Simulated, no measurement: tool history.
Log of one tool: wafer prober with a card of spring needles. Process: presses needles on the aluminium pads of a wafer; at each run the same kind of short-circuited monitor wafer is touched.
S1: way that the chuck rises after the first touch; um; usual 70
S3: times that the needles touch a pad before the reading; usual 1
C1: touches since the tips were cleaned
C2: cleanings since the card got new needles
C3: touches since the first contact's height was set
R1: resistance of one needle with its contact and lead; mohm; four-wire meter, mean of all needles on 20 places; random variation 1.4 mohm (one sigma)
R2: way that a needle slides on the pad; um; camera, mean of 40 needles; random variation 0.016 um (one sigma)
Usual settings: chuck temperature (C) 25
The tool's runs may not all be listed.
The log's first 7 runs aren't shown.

At day 5.792: tips cleaned on abrasive film.
Run 8, day 5.879: usual settings but S3 2; C1 829; C2 10; C3 77978. Result: R1 251 mohm, R2 15.48 um.
Run 9, day 6.346: usual settings; C1 5355; C2 10; C3 82504. Result: R1 268 mohm, R2 15.45 um.
At day 6.442: height of the first contact set anew.
At day 6.592: tips cleaned on abrasive film.
Run 10, day 7.238: usual settings; C1 6257; C2 11; C3 7661. Result: R1 270 mohm, R2 15.36 um.
At day 7.412: tips cleaned on abrasive film.
Run 11, day 7.721: usual settings; C1 2958; C2 12; C3 12311. Result: R1 267 mohm, R2 15.34 um.
At day 8.246: tips cleaned on abrasive film.
Run 12, day 8.821: usual settings; C1 5582; C2 13; C3 22957. Result: R1 272 mohm, R2 15.35 um.
At day 9.033: tips cleaned on abrasive film.
At day 9.362: height of the first contact set anew, once more.
Run 13, day 9.738: usual settings; C1 6703; C2 14; C3 3660. Result: R1 275 mohm, R2 15.55 um.
At day 9.858: tips cleaned on abrasive film.
At day 10.675: tips cleaned on abrasive film.
Run 14, day 10.758: usual settings; C1 833; C2 16; C3 13480. Result: R1 256 mohm, R2 15.54 um.
Run 15, day 11.417: usual settings but chuck temperature (C) 33; C1 7199; C2 16; C3 19846. Result: R1 277 mohm, R2 15.54 um.
At day 11.517: tips cleaned on abrasive film.
At day 12.296: tips cleaned on abrasive film.
Run 16, day 12.462: usual settings; C1 1655; C2 18; C3 29925. Result: R1 257 mohm, R2 15.52 um.
At day 13.1: tips cleaned on abrasive film.
Run 17, day 13.267: usual settings but S1 69 um, chuck temperature (C) 112, S3 2; C1 1618; C2 19; C3 37674. Result: R1 277 mohm, R2 15.25 um.
At day 13.879: tips cleaned on abrasive film.
Run 18, day 14.062: usual settings but S1 69 um, chuck temperature (C) 112, S3 2; C1 1808; C2 20; C3 45353. Result: R1 278 mohm, R2 15.25 um.
At day 14.683: tips cleaned on abrasive film.
Run 19, day 15.154: usual settings but S1 69 um, chuck temperature (C) 112, S3 2; C1 4583; C2 21; C3 55884. Result: R1 283 mohm, R2 15.29 um.
At day 15.488: tips cleaned on abrasive film.
Run 20, day 16.229: usual settings but S1 69 um, chuck temperature (C) 112, S3 2; C1 7190; C2 22; C3 66238. Result: R1 281 mohm, R2 15.26 um.
At day 16.312: tips cleaned on abrasive film.
At day 17.092: tips cleaned on abrasive film.
Run 21, day 17.283: usual settings but S1 82 um, chuck temperature (C) 115; C1 1854; C2 24; C3 76410. Result: R1 282 mohm, R2 18.12 um.
At day 17.904: tips cleaned on abrasive film.
Run 22, day 18.225: usual settings but S1 76 um, chuck temperature (C) 49; C1 3107; C2 25; C3 85471. Result: R1 271 mohm, R2 16.76 um.
At day 18.679: tips cleaned on abrasive film.
Run 23, day 19.35: usual settings but S1 88 um, chuck temperature (C) 113, S3 3; C1 6472; C2 26; C3 96334. Result: R1 275 mohm, R2 19.4 um.
At day 19.488: tips cleaned on abrasive film.
At day 20.296: tips cleaned on abrasive film.
Run 24, day 20.321: usual settings but S1 88 um, chuck temperature (C) 113, S3 3; C1 260; C2 28; C3 105687. Result: R1 270 mohm, R2 19.43 um.
At day 21.117: tips cleaned on abrasive film.
Run 25, day 21.117: usual settings but S1 82 um, chuck temperature (C) 79, S3 2; C1 0; C2 29; C3 113368. Result: R1 263 mohm, R2 18.03 um.
Run 26, day 21.821: usual settings but S1 87 um, chuck temperature (C) 34, S3 2; C1 6804; C2 29; C3 120172. Result: R1 259 mohm, R2 19.16 um.
At day 21.896: tips cleaned on abrasive film.
At day 22.712: tips cleaned on abrasive film.
Run 27, day 22.767: usual settings but chuck temperature (C) 36, S3 3; C1 535; C2 31; C3 129268. Result: R1 253 mohm, R2 15.36 um.
At day 23.517: tips cleaned on abrasive film.
Run 28, day 23.617: usual settings but chuck temperature (C) 36, S3 3; C1 962; C2 32; C3 137447. Result: R1 255 mohm, R2 15.34 um.
Run 29, day 24.225: usual settings but chuck temperature (C) 36, S3 3; C1 6874; C2 32; C3 143359. Result: R1 259 mohm, R2 15.31 um.
At day 24.317: tips cleaned on abrasive film.
At day 25.092: tips cleaned on abrasive film.
Run 30, day 25.221: usual settings but S1 53 um; C1 1254; C2 34; C3 152938. Result: R1 265 mohm, R2 11.51 um.
At day 25.933: tips cleaned on abrasive film.
Run 31, day 26.242: usual settings but S1 54 um; C1 3027; C2 35; C3 162811. Result: R1 273 mohm, R2 11.74 um.
At day 26.733: tips cleaned on abrasive film.
Run 32, day 26.746: usual settings but S1 71 um, chuck temperature (C) 107, S3 2; C1 134; C2 36; C3 167644. Result: R1 273 mohm, R2 15.52 um.

3 ways to go on from here, each from the tool as it stands after run 32. What would each give?
At day 27.538: tips cleaned on abrasive film.
Run A, day 27.704: usual settings but S1 54 um, chuck temperature (C) 80, S3 2; C1 1623; C2 37; C3 176880. Result: R1 ?, R2 ?.
At day 27.538: tips cleaned on abrasive film.
Run B, day 27.704: usual settings but S1 61 um, chuck temperature (C) 107, S3 2; C1 1623; C2 37; C3 176880. Result: R1 ?, R2 ?.
At day 27.538: tips cleaned on abrasive film.
Run C, day 27.704: usual settings but S1 67 um, chuck temperature (C) 104; C1 1623; C2 37; C3 176880. Result: R1 ?, R2 ?.

run   R1     R2
  A  277   11.7
  B  280   13.3
  C  279  14.63
Without the tool's hidden state the same runs would have given:
run   R1     R2
  A  267  11.99
  B  272  13.59
  C  268  14.92
